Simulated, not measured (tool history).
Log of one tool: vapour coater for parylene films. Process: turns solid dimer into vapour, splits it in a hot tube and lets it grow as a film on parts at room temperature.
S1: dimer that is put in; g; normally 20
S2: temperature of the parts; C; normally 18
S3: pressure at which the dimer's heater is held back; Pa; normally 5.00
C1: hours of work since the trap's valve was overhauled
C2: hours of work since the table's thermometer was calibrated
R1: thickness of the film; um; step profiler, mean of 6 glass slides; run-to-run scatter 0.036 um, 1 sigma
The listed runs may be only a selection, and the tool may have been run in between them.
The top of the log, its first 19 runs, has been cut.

| run | hour | S1 | S2 | S3 | C1 | C2 | R1 |
|---|---|---|---|---|---|---|---|
| 20 | 213.1 | 33 | 13 | 7.44 | 105 | 303 | 6.81 |
| 21 | 228.6 | 11 | 27 | 7.44 | 114 | 311 | 1.16 |
| 22 | 238.4 | 11 | 27 | 7.44 | 119 | 317 | 1.12 |
| 23 | 251.3 | 11 | 27 | 7.44 | 127 | 324 | 1.12 |
| 24 | 259.2 | 11 | 27 | 7.44 | 131 | 329 | 1.10 |
| 25 | 269.1 | 11 | 27 | 7.44 | 137 | 334 | 1.09 |
| 26 | 282.6 | 20 | 16 | 4.91 | 145 | 342 | 3.77 |
| 27 | 296.3 | 20 | 13 | 4.38 | 152 | 350 | 4.38 |
| 28 | 311.5 | 20 | 22 | 5.00 | 161 | 359 | 2.74 |
| 29 | 320.7 | 20 | 22 | 5.00 | 166 | 364 | 2.73 |
| 30 | 330.8 | 10 | 22 | 5.00 | 172 | 370 | 1.34 |
| 31 | 340.4 | 10 | 22 | 5.00 | 178 | 375 | 1.27 |
| 32 | 350.7 | 20 | 13 | 3.90 | 183 | 381 | 4.43 |

Branching from run 32: 4 alternative next runs. What would each branch give?
| A | 360.6 | 27 | 11 | 9.57 | 189 | 387 | ? |
| B | 360.6 | 29 | 14 | 3.29 | 189 | 387 | ? |
| C | 360.6 | 20 | 15 | 6.11 | 189 | 387 | ? |
| D | 360.6 | 33 | 11 | 5.05 | 189 | 387 | ? |

| run | R1 |
|---|---|
| A | 5.29 |
| B | 6.42 |
| C | 3.67 |
| D | 7.65 |
What these runs would have given with no unlogged condition in the tool:
| run | R1 |
|---|---|
| A | 6.14 |
| B | 7.46 |
| C | 4.26 |
| D | 8.88 |

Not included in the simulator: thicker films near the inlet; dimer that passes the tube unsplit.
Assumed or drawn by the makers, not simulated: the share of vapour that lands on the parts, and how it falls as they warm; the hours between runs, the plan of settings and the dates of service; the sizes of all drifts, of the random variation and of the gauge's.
